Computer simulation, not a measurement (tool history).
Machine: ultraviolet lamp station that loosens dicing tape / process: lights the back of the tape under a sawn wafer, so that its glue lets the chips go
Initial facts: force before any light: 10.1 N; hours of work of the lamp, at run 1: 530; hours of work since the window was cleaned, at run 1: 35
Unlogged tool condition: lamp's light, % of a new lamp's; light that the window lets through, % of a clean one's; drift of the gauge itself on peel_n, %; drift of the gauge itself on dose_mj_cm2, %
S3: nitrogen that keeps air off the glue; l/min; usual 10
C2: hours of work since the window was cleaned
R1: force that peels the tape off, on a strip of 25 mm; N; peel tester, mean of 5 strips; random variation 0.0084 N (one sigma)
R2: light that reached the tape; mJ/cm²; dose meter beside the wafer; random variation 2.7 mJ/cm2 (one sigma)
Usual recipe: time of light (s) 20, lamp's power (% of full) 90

{"run": 1, "hour": 0.0, "time of light (s)": 20, "lamp's power (% of full)": 90, "S3": 10, "hours of work of the lamp": 530, "C2": 35, "R1": 0.428, "R2": 324}
{"run": 2, "hour": 18.1, "time of light (s)": 20, "lamp's power (% of full)": 90, "S3": 10, "hours of work of the lamp": 541, "C2": 46, "R1": 0.443, "R2": 319}
{"run": 3, "hour": 50.7, "time of light (s)": 20, "lamp's power (% of full)": 90, "S3": 10, "hours of work of the lamp": 561, "C2": 65, "R1": 0.462, "R2": 319}
{"run": 4, "hour": 68.8, "time of light (s)": 20, "lamp's power (% of full)": 90, "S3": 10, "hours of work of the lamp": 572, "C2": 76, "R1": 0.471, "R2": 314}
{"run": 5, "hour": 108.4, "time of light (s)": 20, "lamp's power (% of full)": 90, "S3": 10, "hours of work of the lamp": 596, "C2": 100, "R1": 0.453, "R2": 310}
{"run": 6, "hour": 138.2, "time of light (s)": 20, "lamp's power (% of full)": 90, "S3": 10, "hours of work of the lamp": 614, "C2": 118, "R1": 0.488, "R2": 308}
{"run": 7, "hour": 173.4, "time of light (s)": 12, "lamp's power (% of full)": 90, "S3": 10, "hours of work of the lamp": 635, "C2": 139, "R1": 1.388, "R2": 182}
{"run": 8, "hour": 196.1, "time of light (s)": 12, "lamp's power (% of full)": 90, "S3": 10, "hours of work of the lamp": 649, "C2": 153, "R1": 1.422, "R2": 181}
{"run": 9, "hour": 216.2, "time of light (s)": 20, "lamp's power (% of full)": 90, "S3": 10, "hours of work of the lamp": 661, "C2": 165, "R1": 0.508, "R2": 299}
{"run": 10, "hour": 240.2, "time of light (s)": 20, "lamp's power (% of full)": 90, "S3": 10, "hours of work of the lamp": 675, "C2": 180, "R1": 0.539, "R2": 296}
{"run": 11, "hour": 261.4, "time of light (s)": 13, "lamp's power (% of full)": 90, "S3": 10, "hours of work of the lamp": 688, "C2": 192, "R1": 1.285, "R2": 184}
{"run": 12, "hour": 294.5, "time of light (s)": 20, "lamp's power (% of full)": 90, "S3": 4, "hours of work of the lamp": 708, "C2": 212, "R1": 1.23, "R2": 287}
{"hour": 299.0, "done": "window cleaned of glue's vapour"}
{"run": 13, "hour": 327.7, "time of light (s)": 20, "lamp's power (% of full)": 90, "S3": 4, "hours of work of the lamp": 728, "C2": 17, "R1": 1.379, "R2": 272}
{"run": 14, "hour": 364.4, "time of light (s)": 14, "lamp's power (% of full)": 79, "S3": 10, "hours of work of the lamp": 750, "C2": 39, "R1": 1.718, "R2": 165}
{"run": 15, "hour": 402.0, "time of light (s)": 12, "lamp's power (% of full)": 79, "S3": 8, "hours of work of the lamp": 772, "C2": 62, "R1": 2.408, "R2": 140}
{"run": 16, "hour": 432.6, "time of light (s)": 38, "lamp's power (% of full)": 90, "S3": 3, "hours of work of the lamp": 791, "C2": 80, "R1": 0.501, "R2": 498}
{"run": 17, "hour": 460.0, "time of light (s)": 38, "lamp's power (% of full)": 90, "S3": 3, "hours of work of the lamp": 807, "C2": 97, "R1": 0.534, "R2": 486}
{"hour": 476.6, "done": "window cleaned of glue's vapour, once more"}
{"run": 18, "hour": 495.7, "time of light (s)": 38, "lamp's power (% of full)": 90, "S3": 3, "hours of work of the lamp": 828, "C2": 12, "R1": 0.404, "R2": 578}
{"run": 19, "hour": 528.5, "time of light (s)": 23, "lamp's power (% of full)": 64, "S3": 3, "hours of work of the lamp": 848, "C2": 31, "R1": 2.024, "R2": 246}
{"run": 20, "hour": 571.8, "time of light (s)": 30, "lamp's power (% of full)": 67, "S3": 10, "hours of work of the lamp": 874, "C2": 57, "R1": 0.423, "R2": 331}
{"run": 21, "hour": 595.8, "time of light (s)": 30, "lamp's power (% of full)": 67, "S3": 10, "hours of work of the lamp": 889, "C2": 72, "R1": 0.448, "R2": 329}
{"run": 22, "hour": 627.5, "time of light (s)": 18, "lamp's power (% of full)": 76, "S3": 4, "hours of work of the lamp": 908, "C2": 91, "R1": 2.009, "R2": 222}
{"run": 23, "hour": 655.5, "time of light (s)": 13, "lamp's power (% of full)": 60, "S3": 8, "hours of work of the lamp": 925, "C2": 108, "R1": 2.892, "R2": 127}
{"run": 24, "hour": 688.5, "time of light (s)": 20, "lamp's power (% of full)": 85, "S3": 10, "hours of work of the lamp": 945, "C2": 128, "R1": 0.662, "R2": 266}
{"run": 25, "hour": 720.8, "time of light (s)": 15, "lamp's power (% of full)": 67, "S3": 10, "hours of work of the lamp": 964, "C2": 147, "R1": 1.855, "R2": 156}

Below are 4 alternative next runs, each starting from the tool's condition after run 25. Predict each:
{"run": "A", "hour": 740.5, "time of light (s)": 15, "lamp's power (% of full)": 92, "S3": 4, "hours of work of the lamp": 976, "C2": 159, "R1": "?", "R2": "?"}
{"run": "B", "hour": 740.5, "time of light (s)": 18, "lamp's power (% of full)": 75, "S3": 10, "hours of work of the lamp": 976, "C2": 159, "R1": "?", "R2": "?"}
{"run": "C", "hour": 740.5, "time of light (s)": 20, "lamp's power (% of full)": 79, "S3": 10, "hours of work of the lamp": 976, "C2": 159, "R1": "?", "R2": "?"}
{"run": "D", "hour": 740.5, "time of light (s)": 20, "lamp's power (% of full)": 66, "S3": 10, "hours of work of the lamp": 976, "C2": 159, "R1": "?", "R2": "?"}

run=A R1=2.027 R2=216
run=B R1=1.101 R2=209
run=C R1=0.784 R2=243
run=D R1=1.167 R2=206
With no hidden state in the tool, these same runs would have given:
run=A R1=1.238 R2=289
run=B R1=0.605 R2=280
run=C R1=0.429 R2=326
run=D R1=0.639 R2=275
